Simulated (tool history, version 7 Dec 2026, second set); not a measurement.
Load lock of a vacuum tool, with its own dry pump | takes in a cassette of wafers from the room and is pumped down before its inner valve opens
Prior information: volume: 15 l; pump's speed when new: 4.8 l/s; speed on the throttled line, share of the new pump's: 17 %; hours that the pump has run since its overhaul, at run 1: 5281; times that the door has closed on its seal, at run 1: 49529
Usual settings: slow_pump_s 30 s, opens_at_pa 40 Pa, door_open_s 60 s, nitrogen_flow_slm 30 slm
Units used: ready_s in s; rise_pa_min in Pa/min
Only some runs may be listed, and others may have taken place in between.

run,hour,slow_pump_s,opens_at_pa,door_open_s,nitrogen_flow_slm,hours that the pump has run since its overhaul,times that the door has closed on its seal,"incoming humidity of the room's air, %",ready_s,rise_pa_min
1,0.0,30,40,60,30,5281,49529,43.6,49.4,0.065
2,335.6,30,40,60,30,5616,51206,43.6,49.4,0.067
3,517.1,30,40,60,44,5798,52113,46.2,49.5,0.053
4,718.2,30,40,60,18,5999,53118,43.9,49.5,0.087
5,929.7,30,40,60,30,6210,54175,45.8,49.4,0.068
6,1233.1,30,40,60,30,6514,55691,44.5,49.7,0.065
7,1554.7,30,40,60,30,6835,57298,44.1,49.6,0.063
8,1708.8,30,40,60,30,6989,58068,42.7,49.4,0.057
9,2052.9,30,40,60,30,7334,59788,45.5,48.6,0.068
# hour 2145.9: door's seal changed, seat wiped
10,2211.3,30,40,60,30,7490,327,46.0,49.2,0.064
11,2381.8,30,40,60,30,7661,1179,47.5,49.6,0.065
12,2574.9,30,40,60,30,7854,2144,43.3,49.4,0.060
13,2827.0,30,40,60,30,8106,3404,45.1,49.8,0.060
14,2965.9,30,40,60,30,8245,4098,49.0,49.7,0.065
15,3183.6,30,40,60,30,8463,5186,43.7,49.5,0.060
16,3436.2,30,40,60,30,8715,6448,44.6,49.4,0.063
17,3697.2,30,40,60,30,8976,7753,47.1,49.4,0.064
18,3899.1,30,40,60,30,9178,8762,47.5,49.8,0.069
19,4167.3,30,40,60,30,9446,10102,45.3,49.1,0.065
20,4420.2,20,66,57,16,9699,11366,47.5,39.5,0.086
21,4711.6,20,66,57,16,9991,12822,45.0,39.6,0.085
22,4994.0,20,66,57,16,10273,14233,43.0,40.1,0.074
23,5305.8,20,66,33,35,10585,15792,49.5,40.2,0.052
24,5583.4,49,66,72,35,10863,17179,44.7,62.9,0.062
25,5722.6,16,36,72,5,11002,17874,46.8,38.3,0.122
26,5960.4,25,49,196,5,11240,19063,45.3,44.4,0.189
27,6224.1,25,49,196,5,11503,20381,43.6,44.1,0.183
28,6473.2,25,29,196,39,11752,21625,44.8,46.2,0.102
29,6646.2,30,40,60,36,11925,22490,46.8,49.1,0.059
30,6800.2,17,49,111,17,12079,23260,46.7,37.9,0.112
31,6940.5,40,63,29,30,12220,23961,46.0,56.1,0.042
32,7214.1,19,29,29,15,12493,25328,47.2,41.9,0.068
33,7495.9,16,40,60,5,12775,26737,43.7,37.5,0.106
34,7739.4,16,40,60,5,13019,27954,45.8,38.3,0.107
35,7928.0,16,40,60,10,13207,28896,44.6,37.8,0.091
36,8207.3,21,40,60,44,13486,30292,42.2,41.7,0.049
37,8423.6,21,42,204,44,13703,31373,42.8,41.9,0.087

Below are 4 alternative next runs, each starting from the tool's condition after run 37. Predict each:
A,8644.3,15,31,204,14,13924,32476,46.5,?,?
B,8644.3,49,37,30,30,13924,32476,41.7,?,?
C,8644.3,57,46,204,27,13924,32476,45.7,?,?
D,8644.3,16,64,60,6,13924,32476,43.8,?,?

run,ready_s,rise_pa_min
A,38.0,0.163
B,65.3,0.050
C,71.5,0.119
D,36.0,0.108
Take away the tool's hidden state, keep each run's random variation, and the runs would have read:
run,ready_s,rise_pa_min
A,38.0,0.162
B,65.3,0.049
C,71.5,0.118
D,36.0,0.107

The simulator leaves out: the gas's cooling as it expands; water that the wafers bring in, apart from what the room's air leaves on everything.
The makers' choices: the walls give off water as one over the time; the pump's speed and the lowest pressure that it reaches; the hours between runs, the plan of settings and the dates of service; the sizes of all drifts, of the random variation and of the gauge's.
